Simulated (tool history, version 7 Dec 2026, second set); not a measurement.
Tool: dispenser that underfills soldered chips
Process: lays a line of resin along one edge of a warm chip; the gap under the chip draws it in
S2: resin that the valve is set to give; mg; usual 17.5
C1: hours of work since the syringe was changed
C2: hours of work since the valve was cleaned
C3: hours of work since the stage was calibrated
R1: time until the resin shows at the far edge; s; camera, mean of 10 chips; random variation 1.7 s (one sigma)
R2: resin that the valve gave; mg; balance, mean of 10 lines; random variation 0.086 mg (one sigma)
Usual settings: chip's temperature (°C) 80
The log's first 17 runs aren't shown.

{"run": 18, "hour": 142.1, "chip's temperature (°C)": 65, "S2": 19.2, "C1": 8, "C2": 56, "C3": 468, "R1": 439.8, "R2": 18.26}
{"hour": 143.3, "done": "new syringe of resin"}
{"run": 19, "hour": 152.5, "chip's temperature (°C)": 76, "S2": 15.2, "C1": 7, "C2": 64, "C3": 476, "R1": 263.2, "R2": 14.43}
{"hour": 155.3, "done": "new syringe of resin"}
{"run": 20, "hour": 162.2, "chip's temperature (°C)": 76, "S2": 15.2, "C1": 5, "C2": 71, "C3": 483, "R1": 239.4, "R2": 14.32}
{"hour": 167.3, "done": "new syringe of resin"}
{"run": 21, "hour": 168.7, "chip's temperature (°C)": 76, "S2": 15.2, "C1": 1, "C2": 76, "C3": 488, "R1": 193.1, "R2": 14.13}
{"run": 22, "hour": 175.9, "chip's temperature (°C)": 76, "S2": 21.0, "C1": 7, "C2": 81, "C3": 493, "R1": 231.9, "R2": 19.28}
{"hour": 179.3, "done": "new syringe of resin"}
{"run": 23, "hour": 185.1, "chip's temperature (°C)": 76, "S2": 17.9, "C1": 4, "C2": 88, "C3": 500, "R1": 217.7, "R2": 16.51}
{"hour": 191.0, "done": "new syringe of resin"}
{"run": 24, "hour": 191.0, "chip's temperature (°C)": 76, "S2": 17.9, "C1": 0, "C2": 92, "C3": 504, "R1": 175.1, "R2": 16.27}
{"run": 25, "hour": 201.2, "chip's temperature (°C)": 76, "S2": 17.9, "C1": 8, "C2": 100, "C3": 512, "R1": 254.8, "R2": 16.24}
{"hour": 202.4, "done": "new syringe of resin"}
{"run": 26, "hour": 213.1, "chip's temperature (°C)": 87, "S2": 15.4, "C1": 8, "C2": 109, "C3": 521, "R1": 160.9, "R2": 13.73}
{"hour": 214.2, "done": "new syringe of resin"}
{"run": 27, "hour": 221.2, "chip's temperature (°C)": 76, "S2": 18.7, "C1": 5, "C2": 114, "C3": 527, "R1": 226.1, "R2": 16.59}
{"hour": 225.1, "done": "dispensing valve cleaned and set on the balance"}
{"hour": 227.0, "done": "new syringe of resin"}
{"run": 28, "hour": 228.2, "chip's temperature (°C)": 76, "S2": 18.7, "C1": 1, "C2": 2, "C3": 531, "R1": 180.2, "R2": 18.74}
{"hour": 238.6, "done": "new syringe of resin"}
{"run": 29, "hour": 240.7, "chip's temperature (°C)": 66, "S2": 16.6, "C1": 2, "C2": 11, "C3": 540, "R1": 313.8, "R2": 16.4}
{"hour": 250.2, "done": "new syringe of resin"}
{"run": 30, "hour": 250.4, "chip's temperature (°C)": 66, "S2": 16.6, "C1": 0, "C2": 18, "C3": 547, "R1": 296.7, "R2": 16.32}
{"run": 31, "hour": 257.5, "chip's temperature (°C)": 90, "S2": 21.2, "C1": 6, "C2": 24, "C3": 553, "R1": 112.7, "R2": 20.58}
{"hour": 261.7, "done": "new syringe of resin"}
{"run": 32, "hour": 267.2, "chip's temperature (°C)": 78, "S2": 17.5, "C1": 4, "C2": 31, "C3": 560, "R1": 191.2, "R2": 17.08}
{"hour": 273.6, "done": "new syringe of resin"}
{"run": 33, "hour": 274.7, "chip's temperature (°C)": 70, "S2": 19.3, "C1": 1, "C2": 36, "C3": 565, "R1": 239.7, "R2": 18.59}
{"run": 34, "hour": 280.9, "chip's temperature (°C)": 74, "S2": 19.1, "C1": 5, "C2": 41, "C3": 570, "R1": 245.3, "R2": 18.42}

Forecast each of these 5 alternatives for the next run:
{"hour": 285.1, "done": "new syringe of resin"}
{"run": "A", "hour": 292.8, "chip's temperature (°C)": 67, "S2": 17.3, "C1": 6, "C2": 50, "C3": 579, "R1": "?", "R2": "?"}
{"hour": 285.1, "done": "new syringe of resin"}
{"run": "B", "hour": 292.8, "chip's temperature (°C)": 71, "S2": 21.5, "C1": 6, "C2": 50, "C3": 579, "R1": "?", "R2": "?"}
{"hour": 285.1, "done": "new syringe of resin"}
{"run": "C", "hour": 292.8, "chip's temperature (°C)": 69, "S2": 19.3, "C1": 6, "C2": 50, "C3": 579, "R1": "?", "R2": "?"}
{"hour": 285.1, "done": "new syringe of resin"}
{"run": "D", "hour": 292.8, "chip's temperature (°C)": 75, "S2": 22.1, "C1": 6, "C2": 50, "C3": 579, "R1": "?", "R2": "?"}
{"hour": 285.1, "done": "new syringe of resin"}
{"run": "E", "hour": 292.8, "chip's temperature (°C)": 84, "S2": 18.8, "C1": 6, "C2": 50, "C3": 579, "R1": "?", "R2": "?"}

run=A R1=362.3 R2=16.59
run=B R1=285.5 R2=20.42
run=C R1=320.0 R2=18.57
run=D R1=232.3 R2=20.99
run=E R1=152.1 R2=17.79
Without the tool's hidden state the same runs would have given:
run=A R1=325.4 R2=17.44
run=B R1=257.4 R2=21.46
run=C R1=288.2 R2=19.51
run=D R1=208.6 R2=22.06
run=E R1=134.7 R2=18.70

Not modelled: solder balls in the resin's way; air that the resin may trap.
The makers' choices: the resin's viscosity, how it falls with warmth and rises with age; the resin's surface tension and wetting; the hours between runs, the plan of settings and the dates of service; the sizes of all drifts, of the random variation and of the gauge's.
